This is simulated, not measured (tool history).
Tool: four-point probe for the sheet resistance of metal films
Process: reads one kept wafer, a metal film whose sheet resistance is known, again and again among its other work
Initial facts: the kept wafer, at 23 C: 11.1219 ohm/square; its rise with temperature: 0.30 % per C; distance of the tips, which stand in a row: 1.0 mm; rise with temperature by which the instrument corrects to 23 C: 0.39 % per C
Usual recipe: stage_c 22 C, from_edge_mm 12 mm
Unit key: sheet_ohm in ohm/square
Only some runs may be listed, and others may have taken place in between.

run     day  stage_c  from_edge_mm  sheet_ohm
  1       0       22            12   11.17045
  2   2.542       22            12   11.17401
  3   4.033       22             4  11.494894
  4   6.554       22             9  11.204549
  5   8.075       22            12  11.170555
  6   9.167       23            12  11.160385
  7  10.771       22            12  11.173862
  8  12.712       22            12  11.172135
  9  15.371       25             7  11.223391
 10    17.7       25            14  11.130337
 11  18.812       22            67  11.134115
 12  20.658       24             4  11.467712
 13  21.992       28            45  11.071079
 14   23.35       18             4  11.533919
 15  24.454       32             4  11.390951

Alternative continuations, all from the tool just after run 15; predict every row:
  A  26.546       18            70          ?
  B  26.546       18            16          ?
  C  26.546       26             6          ?

run  sheet_ohm
  A  11.169967
  B  11.195593
  C  11.254516
With no hidden state in the tool, these same runs would have given:
run  sheet_ohm
  A  11.171096
  B  11.196725
  C  11.255651
